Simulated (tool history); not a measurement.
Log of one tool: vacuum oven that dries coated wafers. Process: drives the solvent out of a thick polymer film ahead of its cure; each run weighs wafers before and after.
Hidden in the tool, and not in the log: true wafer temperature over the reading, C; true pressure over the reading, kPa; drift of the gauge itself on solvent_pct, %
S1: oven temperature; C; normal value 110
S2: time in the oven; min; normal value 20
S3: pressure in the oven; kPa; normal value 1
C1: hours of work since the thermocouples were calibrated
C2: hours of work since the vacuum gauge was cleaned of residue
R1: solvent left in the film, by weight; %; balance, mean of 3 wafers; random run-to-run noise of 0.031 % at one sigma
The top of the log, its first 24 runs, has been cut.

run	day	S1	S2	S3	C1	C2	R1
25	21.625	97	20	1.37	130	989	6.91
26	22.333	120	15	3.71	142	1000	2.57
27	22.883	117	30	0.7	151	1009	0.49
28	23.654	117	30	0.7	163	1022	0.46
29	24.779	117	30	0.7	182	1040	0.47
30	25.329	121	27	1	191	1049	0.54
31	26.058	121	27	1	203	1061	0.57
32	26.742	125	20	0.75	214	1073	0.4
33	27.525	125	20	0.75	227	1085	0.39
34	28.321	125	20	0.75	240	1098	0.4
35	29.088	125	20	0.75	252	1111	0.42
36	29.738	117	21	1.45	263	1122	1.17
# day 30.167: vacuum gauge cleaned of residue and calibrated
37	30.358	101	27	0.62	272	3	2.93
38	31.35	96	27	0.62	288	19	4.82
39	32.475	99	22	0.93	307	38	5.15
40	33.229	120	12	2.23	319	50	2.34
41	34.288	104	18	0.57	336	67	4.07
42	35.504	101	29	0.86	356	87	2.89
43	36.279	101	29	2.2	369	100	4.11

Forecast each of these 5 alternatives for the next run:
A	37.383	110	22	1	387	118	?
B	37.383	101	21	0.84	387	118	?
C	37.383	110	26	0.78	387	118	?
D	37.383	99	29	1.5	387	118	?
E	37.383	110	33	1	387	118	?

run	R1
A	1.76
B	4.5
C	1.28
D	4.09
E	1.02
With the hidden condition removed and each run's random variation left untouched, the same runs would have given:
run	R1
A	1.75
B	4.48
C	1.27
D	4.07
E	1.01
